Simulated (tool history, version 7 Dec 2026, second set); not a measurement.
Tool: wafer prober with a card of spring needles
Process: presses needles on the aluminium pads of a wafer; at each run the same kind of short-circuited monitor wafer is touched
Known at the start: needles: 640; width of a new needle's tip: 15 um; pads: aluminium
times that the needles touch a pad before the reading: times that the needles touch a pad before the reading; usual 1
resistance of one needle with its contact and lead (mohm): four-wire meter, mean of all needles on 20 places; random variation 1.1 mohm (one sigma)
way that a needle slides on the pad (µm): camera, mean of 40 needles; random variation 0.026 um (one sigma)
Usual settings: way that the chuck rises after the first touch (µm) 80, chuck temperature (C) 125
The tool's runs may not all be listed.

run	hour	way that the chuck rises after the first touch (µm)	chuck temperature (C)	times that the needles touch a pad before the reading	resistance of one needle with its contact and lead (mohm)	way that a needle slides on the pad (µm)
1	0.0	80	125	1	282	17.47
# hour 1.4: tips cleaned on abrasive film
# hour 7.9: tips cleaned on abrasive film
# hour 14.5: tips cleaned on abrasive film
# hour 21.1: tips cleaned on abrasive film
# hour 26.3: tips cleaned on abrasive film
# hour 32.9: tips cleaned on abrasive film
# hour 39.4: tips cleaned on abrasive film
2	41.4	80	125	1	280	17.32
# hour 45.3: tips cleaned on abrasive film
# hour 51.9: tips cleaned on abrasive film
# hour 58.5: tips cleaned on abrasive film
# hour 65.0: tips cleaned on abrasive film
# hour 70.3: tips cleaned on abrasive film
# hour 76.8: tips cleaned on abrasive film
3	79.8	80	86	1	276	17.24
# hour 82.5: tips cleaned on abrasive film
# hour 89.0: tips cleaned on abrasive film
# hour 95.6: tips cleaned on abrasive film
# hour 100.9: tips cleaned on abrasive film
# hour 112.9: card fitted with new needles
# hour 119.4: tips cleaned on abrasive film
# hour 126.0: tips cleaned on abrasive film
# hour 132.5: tips cleaned on abrasive film
# hour 139.1: tips cleaned on abrasive film
# hour 145.6: tips cleaned on abrasive film
# hour 152.2: tips cleaned on abrasive film
# hour 158.8: tips cleaned on abrasive film
# hour 165.3: tips cleaned on abrasive film
# hour 171.9: tips cleaned on abrasive film
4	173.4	80	86	1	261	17.38
# hour 177.3: tips cleaned on abrasive film
# hour 183.9: tips cleaned on abrasive film
# hour 190.4: tips cleaned on abrasive film
# hour 197.0: tips cleaned on abrasive film
# hour 203.6: tips cleaned on abrasive film
# hour 210.1: tips cleaned on abrasive film
# hour 216.7: tips cleaned on abrasive film
# hour 223.2: tips cleaned on abrasive film
# hour 229.8: tips cleaned on abrasive film
# hour 236.4: tips cleaned on abrasive film
# hour 242.9: tips cleaned on abrasive film
5	247.4	63	125	1	289	13.52
# hour 248.8: tips cleaned on abrasive film
# hour 255.4: tips cleaned on abrasive film
# hour 262.0: tips cleaned on abrasive film
# hour 268.5: tips cleaned on abrasive film
# hour 275.1: tips cleaned on abrasive film
# hour 281.6: tips cleaned on abrasive film
# hour 288.2: tips cleaned on abrasive film
# hour 294.7: tips cleaned on abrasive film
# hour 301.3: tips cleaned on abrasive film
# hour 307.9: tips cleaned on abrasive film
# hour 314.4: tips cleaned on abrasive film
# hour 321.0: tips cleaned on abrasive film
# hour 327.5: tips cleaned on abrasive film
6	329.2	94	125	1	268	20.04
# hour 333.2: tips cleaned on abrasive film
# hour 338.4: tips cleaned on abrasive film
# hour 345.0: tips cleaned on abrasive film
# hour 351.5: tips cleaned on abrasive film
# hour 358.1: tips cleaned on abrasive film
# hour 364.7: tips cleaned on abrasive film
7	366.8	80	125	1	273	16.92
# hour 369.7: height of the first contact set anew
# hour 371.1: tips cleaned on abrasive film
# hour 377.6: tips cleaned on abrasive film
# hour 384.2: tips cleaned on abrasive film
# hour 390.7: tips cleaned on abrasive film
# hour 397.3: tips cleaned on abrasive film
# hour 402.6: tips cleaned on abrasive film
# hour 408.7: tips cleaned on abrasive film
8	408.7	80	125	1	262	17.38
# hour 415.2: tips cleaned on abrasive film
# hour 417.9: tips cleaned on abrasive film, once more
# hour 424.5: tips cleaned on abrasive film
# hour 429.7: tips cleaned on abrasive film
# hour 436.3: tips cleaned on abrasive film
# hour 442.9: tips cleaned on abrasive film
# hour 449.4: tips cleaned on abrasive film
9	451.2	80	125	1	270	17.31
# hour 455.2: tips cleaned on abrasive film
# hour 460.5: tips cleaned on abrasive film
# hour 467.0: tips cleaned on abrasive film
# hour 472.3: tips cleaned on abrasive film
# hour 478.9: tips cleaned on abrasive film
# hour 485.4: tips cleaned on abrasive film
# hour 492.0: tips cleaned on abrasive film
# hour 498.5: tips cleaned on abrasive film
# hour 505.1: tips cleaned on abrasive film
# hour 511.7: tips cleaned on abrasive film
# hour 516.9: tips cleaned on abrasive film
# hour 523.5: tips cleaned on abrasive film
# hour 530.0: tips cleaned on abrasive film
# hour 535.8: tips cleaned on abrasive film
10	535.8	83	38	1	241	17.80
# hour 542.3: tips cleaned on abrasive film
# hour 548.9: tips cleaned on abrasive film
# hour 554.2: tips cleaned on abrasive film
# hour 560.7: tips cleaned on abrasive film
# hour 567.3: tips cleaned on abrasive film
# hour 573.8: tips cleaned on abrasive film
# hour 580.4: tips cleaned on abrasive film
# hour 586.3: tips cleaned on abrasive film
11	586.3	75	125	1	265	15.82
# hour 592.9: tips cleaned on abrasive film
# hour 599.4: tips cleaned on abrasive film
# hour 604.7: tips cleaned on abrasive film
# hour 611.3: tips cleaned on abrasive film
# hour 617.8: tips cleaned on abrasive film
# hour 624.4: tips cleaned on abrasive film
# hour 627.3: height of the first contact set anew
# hour 631.2: tips cleaned on abrasive film
# hour 637.8: tips cleaned on abrasive film
# hour 644.3: tips cleaned on abrasive film
# hour 649.6: tips cleaned on abrasive film
# hour 656.2: tips cleaned on abrasive film
# hour 662.7: tips cleaned on abrasive film
# hour 668.0: tips cleaned on abrasive film
# hour 674.3: tips cleaned on abrasive film
12	674.3	75	125	1	264	16.30

Run 13 comes next. What will it give?
# hour 679.6: tips cleaned on abrasive film
# hour 686.1: tips cleaned on abrasive film
# hour 692.7: tips cleaned on abrasive film
# hour 699.2: tips cleaned on abrasive film
# hour 705.8: tips cleaned on abrasive film
# hour 712.4: tips cleaned on abrasive film
# hour 718.9: tips cleaned on abrasive film
# hour 725.5: tips cleaned on abrasive film
13	730.1	78	125	1	?	?

resistance of one needle with its contact and lead (mohm): 280
way that a needle slides on the pad (µm): 16.86
Without the tool's hidden state the same run would have given resistance of one needle with its contact and lead (mohm) 261, way that a needle slides on the pad (µm) 17.11.
